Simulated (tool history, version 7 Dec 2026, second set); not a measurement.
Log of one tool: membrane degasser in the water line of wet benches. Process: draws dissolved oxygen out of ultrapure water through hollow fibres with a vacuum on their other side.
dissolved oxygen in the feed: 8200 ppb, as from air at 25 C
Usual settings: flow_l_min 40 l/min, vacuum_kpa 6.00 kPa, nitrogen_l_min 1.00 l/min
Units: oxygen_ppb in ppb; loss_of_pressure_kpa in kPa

run 1 hour=0.0 | flow_l_min=40 vacuum_kpa=6.00 nitrogen_l_min=1.00 | oxygen_ppb=224.6 loss_of_pressure_kpa=70.91
run 2 hour=80.6 | flow_l_min=40 vacuum_kpa=6.00 nitrogen_l_min=1.00 | oxygen_ppb=223.2 loss_of_pressure_kpa=70.47
run 3 hour=142.9 | flow_l_min=40 vacuum_kpa=6.00 nitrogen_l_min=1.00 | oxygen_ppb=221.9 loss_of_pressure_kpa=70.97
run 4 hour=209.6 | flow_l_min=40 vacuum_kpa=6.00 nitrogen_l_min=1.00 | oxygen_ppb=221.3 loss_of_pressure_kpa=70.45
run 5 hour=312.0 | flow_l_min=40 vacuum_kpa=6.00 nitrogen_l_min=1.00 | oxygen_ppb=224.9 loss_of_pressure_kpa=70.83
run 6 hour=392.8 | flow_l_min=40 vacuum_kpa=6.00 nitrogen_l_min=1.00 | oxygen_ppb=221.2 loss_of_pressure_kpa=70.90
run 7 hour=534.1 | flow_l_min=40 vacuum_kpa=6.00 nitrogen_l_min=1.00 | oxygen_ppb=223.9 loss_of_pressure_kpa=70.72
run 8 hour=687.6 | flow_l_min=40 vacuum_kpa=8.47 nitrogen_l_min=1.00 | oxygen_ppb=412.5 loss_of_pressure_kpa=70.94
run 9 hour=827.4 | flow_l_min=40 vacuum_kpa=6.00 nitrogen_l_min=1.00 | oxygen_ppb=223.9 loss_of_pressure_kpa=71.00
run 10 hour=892.5 | flow_l_min=40 vacuum_kpa=6.00 nitrogen_l_min=1.00 | oxygen_ppb=224.7 loss_of_pressure_kpa=71.09
run 11 hour=1022.3 | flow_l_min=40 vacuum_kpa=6.00 nitrogen_l_min=1.00 | oxygen_ppb=228.2 loss_of_pressure_kpa=70.99
run 12 hour=1126.2 | flow_l_min=40 vacuum_kpa=6.00 nitrogen_l_min=1.00 | oxygen_ppb=223.9 loss_of_pressure_kpa=70.96
run 13 hour=1249.5 | flow_l_min=40 vacuum_kpa=6.00 nitrogen_l_min=1.00 | oxygen_ppb=225.4 loss_of_pressure_kpa=71.10
run 14 hour=1382.8 | flow_l_min=40 vacuum_kpa=6.00 nitrogen_l_min=1.00 | oxygen_ppb=227.3 loss_of_pressure_kpa=70.99
run 15 hour=1455.2 | flow_l_min=40 vacuum_kpa=6.00 nitrogen_l_min=1.00 | oxygen_ppb=225.1 loss_of_pressure_kpa=71.05
run 16 hour=1542.4 | flow_l_min=40 vacuum_kpa=6.00 nitrogen_l_min=1.00 | oxygen_ppb=228.2 loss_of_pressure_kpa=71.53
run 17 hour=1622.8 | flow_l_min=40 vacuum_kpa=6.00 nitrogen_l_min=1.00 | oxygen_ppb=228.1 loss_of_pressure_kpa=71.01
run 18 hour=1699.6 | flow_l_min=52 vacuum_kpa=7.28 nitrogen_l_min=0.53 | oxygen_ppb=618.0 loss_of_pressure_kpa=92.40
run 19 hour=1836.8 | flow_l_min=55 vacuum_kpa=5.06 nitrogen_l_min=0.71 | oxygen_ppb=265.5 loss_of_pressure_kpa=97.88
run 20 hour=1958.3 | flow_l_min=60 vacuum_kpa=4.30 nitrogen_l_min=1.00 | oxygen_ppb=157.6 loss_of_pressure_kpa=106.90
run 21 hour=2050.8 | flow_l_min=32 vacuum_kpa=5.04 nitrogen_l_min=1.00 | oxygen_ppb=125.7 loss_of_pressure_kpa=57.24
run 22 hour=2141.3 | flow_l_min=52 vacuum_kpa=6.22 nitrogen_l_min=0.51 | oxygen_ppb=472.6 loss_of_pressure_kpa=92.48
run 23 hour=2288.2 | flow_l_min=52 vacuum_kpa=6.22 nitrogen_l_min=0.52 | oxygen_ppb=475.6 loss_of_pressure_kpa=92.79
run 24 hour=2441.2 | flow_l_min=52 vacuum_kpa=6.22 nitrogen_l_min=0.52 | oxygen_ppb=471.6 loss_of_pressure_kpa=92.56
run 25 hour=2507.2 | flow_l_min=52 vacuum_kpa=6.22 nitrogen_l_min=0.52 | oxygen_ppb=472.8 loss_of_pressure_kpa=92.90
run 26 hour=2601.3 | flow_l_min=52 vacuum_kpa=6.22 nitrogen_l_min=0.52 | oxygen_ppb=474.9 loss_of_pressure_kpa=92.70
run 27 hour=2723.6 | flow_l_min=64 vacuum_kpa=6.26 nitrogen_l_min=1.24 | oxygen_ppb=336.4 loss_of_pressure_kpa=115.23

Run 28 comes next. What will it give?
run 28 hour=2788.0 | flow_l_min=40 vacuum_kpa=6.00 nitrogen_l_min=0.56 | oxygen_ppb=? loss_of_pressure_kpa=?

{"run 28": {"oxygen_ppb": 344.3, "loss_of_pressure_kpa": 70.96}}
Without the tool's hidden state the same run would have given oxygen_ppb 335.8 ppb, loss_of_pressure_kpa 68.87 kPa.

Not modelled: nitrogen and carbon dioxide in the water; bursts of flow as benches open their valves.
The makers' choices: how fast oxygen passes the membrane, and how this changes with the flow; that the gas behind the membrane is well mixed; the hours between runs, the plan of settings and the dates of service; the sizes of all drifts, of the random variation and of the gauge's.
